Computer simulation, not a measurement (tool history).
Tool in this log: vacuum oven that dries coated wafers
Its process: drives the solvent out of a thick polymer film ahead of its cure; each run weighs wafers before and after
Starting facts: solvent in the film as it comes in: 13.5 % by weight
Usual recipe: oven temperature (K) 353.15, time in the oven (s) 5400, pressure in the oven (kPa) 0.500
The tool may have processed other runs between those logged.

run,hour,oven temperature (K),time in the oven (s),pressure in the oven (kPa),solvent left in the film (%)
1,0.0,353.15,5400,0.500,1.64
2,68.2,367.15,5400,0.500,0.32
3,101.9,353.15,5400,0.500,1.65
4,169.8,353.15,5400,0.500,1.62
5,211.8,353.15,5400,0.500,1.65
6,258.2,353.15,5400,0.400,1.63
7,326.3,353.15,5400,0.400,1.60
8,366.2,353.15,5400,1.160,1.73
9,397.4,353.15,5400,1.160,1.71
10,451.2,353.15,5040,0.500,1.79
11,485.6,349.15,5400,0.500,2.26
12,518.0,346.15,5400,0.500,2.84
13,569.6,353.15,5400,0.510,1.65
14,610.9,353.15,5400,0.873,1.65
15,654.0,353.15,5400,0.873,1.66
16,690.2,361.15,5400,0.307,0.60
17,729.3,347.15,5400,0.336,2.63
18,772.3,350.15,6420,0.689,1.60
19,840.8,350.15,6420,0.689,1.56
20,886.7,356.15,3900,0.266,2.05
21,923.1,343.15,9180,0.373,1.61
22,979.1,343.15,9180,0.373,1.59

Below are 3 alternative next runs, each starting from the tool's condition after run 22. Predict each:
A,1038.8,348.15,8880,1.428,?
B,1038.8,363.15,5400,0.500,?
C,1038.8,350.15,9180,0.373,?

run,solvent left in the film (%)
A,1.22
B,0.48
C,0.69
With the hidden condition removed and each run's random variation left untouched, the same runs would have given:
run,solvent left in the film (%)
A,1.29
B,0.52
C,0.73
